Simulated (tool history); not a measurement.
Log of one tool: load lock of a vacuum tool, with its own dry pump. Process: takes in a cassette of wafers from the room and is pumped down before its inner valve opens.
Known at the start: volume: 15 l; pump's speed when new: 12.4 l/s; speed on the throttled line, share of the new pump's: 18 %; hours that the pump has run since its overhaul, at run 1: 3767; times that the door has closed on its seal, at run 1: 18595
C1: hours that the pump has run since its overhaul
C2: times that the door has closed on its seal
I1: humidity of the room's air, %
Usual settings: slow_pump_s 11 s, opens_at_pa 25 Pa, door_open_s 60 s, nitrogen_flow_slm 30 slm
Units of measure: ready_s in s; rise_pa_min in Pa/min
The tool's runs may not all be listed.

Run 1, hour 0.0: usual settings; C1 3767; C2 18595; I1 43.6. Result: ready_s 19.3 s, rise_pa_min 0.049 Pa/min.
Run 2, hour 275.7: usual settings; C1 4043; C2 19819; I1 45.4. Result: ready_s 19.3 s, rise_pa_min 0.060 Pa/min.
Run 3, hour 519.9: usual settings; C1 4287; C2 20904; I1 45.2. Result: ready_s 19.1 s, rise_pa_min 0.058 Pa/min.
Run 4, hour 672.7: usual settings; C1 4440; C2 21583; I1 45.8. Result: ready_s 19.2 s, rise_pa_min 0.060 Pa/min.
Run 5, hour 958.8: usual settings; C1 4726; C2 22854; I1 44.8. Result: ready_s 19.0 s, rise_pa_min 0.057 Pa/min.
Run 6, hour 1086.6: usual settings; C1 4854; C2 23421; I1 45.1. Result: ready_s 19.4 s, rise_pa_min 0.058 Pa/min.
Run 7, hour 1232.4: usual settings; C1 5000; C2 24069; I1 47.5. Result: ready_s 18.9 s, rise_pa_min 0.068 Pa/min.
Run 8, hour 1456.8: usual settings but slow_pump_s 10 s; C1 5224; C2 25066; I1 45.2. Result: ready_s 18.3 s, rise_pa_min 0.054 Pa/min.
Run 9, hour 1761.6: usual settings but slow_pump_s 10 s; C1 5529; C2 26420; I1 43.0. Result: ready_s 18.3 s, rise_pa_min 0.055 Pa/min.
Run 10, hour 2030.5: usual settings; C1 5798; C2 27614; I1 46.8. Result: ready_s 19.3 s, rise_pa_min 0.064 Pa/min.
Run 11, hour 2205.6: usual settings but slow_pump_s 16 s, opens_at_pa 19 Pa, door_open_s 26 s, nitrogen_flow_slm 22 slm; C1 5973; C2 28392; I1 44.8. Result: ready_s 23.7 s, rise_pa_min 0.040 Pa/min.
Run 12, hour 2354.0: usual settings but nitrogen_flow_slm 15 slm; C1 6121; C2 29051; I1 46.0. Result: ready_s 19.2 s, rise_pa_min 0.084 Pa/min.

Run 13 is up next; what results do you expect?
Run 13, hour 2566.2: usual settings but slow_pump_s 6 s, nitrogen_flow_slm 15 slm; C1 6333; C2 29993; I1 43.7. Result: ready_s ?, rise_pa_min ?.

{"run 13": {"ready_s": 15.1, "rise_pa_min": 0.078}}
On a tool with no hidden condition, and with the same random variation, this run would have come out at ready_s 15.1 s, rise_pa_min 0.077 Pa/min.

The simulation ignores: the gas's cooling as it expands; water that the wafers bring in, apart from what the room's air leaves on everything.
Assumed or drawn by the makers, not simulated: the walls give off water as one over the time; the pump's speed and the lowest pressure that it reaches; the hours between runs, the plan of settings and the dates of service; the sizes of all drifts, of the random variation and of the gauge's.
